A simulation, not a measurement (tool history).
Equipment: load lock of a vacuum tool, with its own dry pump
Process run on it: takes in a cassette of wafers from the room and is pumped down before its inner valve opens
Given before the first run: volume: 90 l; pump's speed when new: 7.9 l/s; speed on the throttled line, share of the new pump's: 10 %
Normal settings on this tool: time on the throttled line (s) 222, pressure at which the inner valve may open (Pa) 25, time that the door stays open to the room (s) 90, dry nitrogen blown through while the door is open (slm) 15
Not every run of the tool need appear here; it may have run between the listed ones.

| run | day | time on the throttled line (s) | pressure at which the inner valve may open (Pa) | time that the door stays open to the room (s) | dry nitrogen blown through while the door is open (slm) | incoming humidity of the room's air, % | time from the closed door until the inner valve may open (s) | rise of the pressure with all valves shut (Pa/min) |
|---|---|---|---|---|---|---|---|---|
| 1 | 0.000 | 222 | 25 | 90 | 15 | 46.8 | 298.4 | 0.483 |
| 2 | 5.142 | 118 | 25 | 90 | 15 | 45.1 | 206.3 | 0.501 |
| 3 | 7.583 | 222 | 34 | 90 | 15 | 42.9 | 296.0 | 0.495 |
| 4 | 12.812 | 222 | 34 | 90 | 15 | 45.4 | 297.2 | 0.520 |
| 5 | 15.629 | 222 | 34 | 90 | 15 | 43.9 | 297.8 | 0.520 |
| 6 | 20.021 | 222 | 34 | 90 | 15 | 43.8 | 297.9 | 0.538 |
| 7 | 22.604 | 222 | 39 | 90 | 15 | 46.5 | 295.1 | 0.540 |
| 8 | 25.250 | 222 | 39 | 90 | 15 | 43.6 | 295.7 | 0.537 |
| 9 | 28.079 | 222 | 25 | 90 | 15 | 42.6 | 302.2 | 0.550 |
| 10 | 32.288 | 222 | 25 | 90 | 16 | 45.9 | 301.0 | 0.554 |
| 11 | 34.800 | 222 | 25 | 90 | 5 | 46.9 | 301.4 | 0.591 |
| 12 | 38.867 | 222 | 25 | 90 | 15 | 44.6 | 301.7 | 0.580 |
| 13 | 43.667 | 222 | 25 | 90 | 15 | 46.2 | 301.9 | 0.576 |
| 14 | 46.042 | 222 | 27 | 90 | 15 | 42.2 | 301.2 | 0.589 |
| 15 | 50.758 | 118 | 27 | 90 | 15 | 46.7 | 208.3 | 0.603 |
| 16 | 55.321 | 118 | 27 | 90 | 15 | 48.9 | 208.7 | 0.615 |
|  | 56.229 | door's seal changed, seat wiped |
| 17 | 60.517 | 222 | 25 | 206 | 15 | 45.3 | 301.8 | 0.050 |
| 18 | 65.208 | 222 | 25 | 90 | 15 | 47.8 | 302.2 | 0.041 |
| 19 | 68.604 | 222 | 25 | 90 | 15 | 44.2 | 302.9 | 0.041 |
| 20 | 73.162 | 222 | 25 | 119 | 15 | 45.3 | 303.2 | 0.048 |
| 21 | 77.679 | 222 | 31 | 116 | 15 | 46.1 | 300.9 | 0.050 |
| 22 | 80.596 | 235 | 25 | 45 | 15 | 44.0 | 314.5 | 0.036 |
| 23 | 85.696 | 235 | 25 | 45 | 27 | 46.9 | 315.7 | 0.033 |
| 24 | 88.621 | 235 | 30 | 45 | 27 | 41.8 | 313.6 | 0.024 |
| 25 | 94.083 | 235 | 30 | 45 | 27 | 44.1 | 312.4 | 0.039 |
| 26 | 98.746 | 204 | 30 | 180 | 27 | 43.1 | 286.8 | 0.053 |
| 27 | 102.754 | 204 | 19 | 27 | 5 | 43.7 | 291.8 | 0.051 |
| 28 | 108.188 | 186 | 30 | 112 | 13 | 45.9 | 268.8 | 0.070 |
| 29 | 113.000 | 186 | 30 | 112 | 13 | 43.4 | 270.0 | 0.068 |
| 30 | 115.979 | 186 | 40 | 112 | 6 | 43.9 | 265.3 | 0.084 |
| 31 | 119.646 | 112 | 28 | 112 | 6 | 44.9 | 206.2 | 0.086 |
| 32 | 123.200 | 112 | 28 | 112 | 6 | 40.8 | 206.4 | 0.089 |
| 33 | 125.925 | 112 | 28 | 112 | 6 | 46.3 | 206.0 | 0.101 |
| 34 | 129.212 | 126 | 25 | 90 | 11 | 43.1 | 219.8 | 0.084 |
| 35 | 132.475 | 126 | 36 | 84 | 11 | 47.8 | 216.9 | 0.094 |
| 36 | 135.000 | 281 | 20 | 71 | 10 | 47.6 | 361.5 | 0.087 |
| 37 | 138.475 | 196 | 25 | 90 | 5 | 45.2 | 282.8 | 0.100 |
| 38 | 142.725 | 196 | 25 | 90 | 5 | 47.6 | 283.6 | 0.112 |

Predict each of these 3 candidate next runs independently; none follows another, all start after run 38:
| A | 145.233 | 222 | 25 | 34 | 34 | 46.4 | ? | ? |
| B | 145.233 | 222 | 26 | 115 | 15 | 44.9 | ? | ? |
| C | 145.233 | 222 | 49 | 27 | 15 | 43.5 | ? | ? |

| run | time from the closed door until the inner valve may open (s) | rise of the pressure with all valves shut (Pa/min) |
|---|---|---|
| A | 305.7 | 0.078 |
| B | 305.8 | 0.094 |
| C | 298.2 | 0.083 |
With no hidden state in the tool, these same runs would have given:
| run | time from the closed door until the inner valve may open (s) | rise of the pressure with all valves shut (Pa/min) |
|---|---|---|
| A | 294.8 | 0.016 |
| B | 295.0 | 0.032 |
| C | 288.5 | 0.020 |

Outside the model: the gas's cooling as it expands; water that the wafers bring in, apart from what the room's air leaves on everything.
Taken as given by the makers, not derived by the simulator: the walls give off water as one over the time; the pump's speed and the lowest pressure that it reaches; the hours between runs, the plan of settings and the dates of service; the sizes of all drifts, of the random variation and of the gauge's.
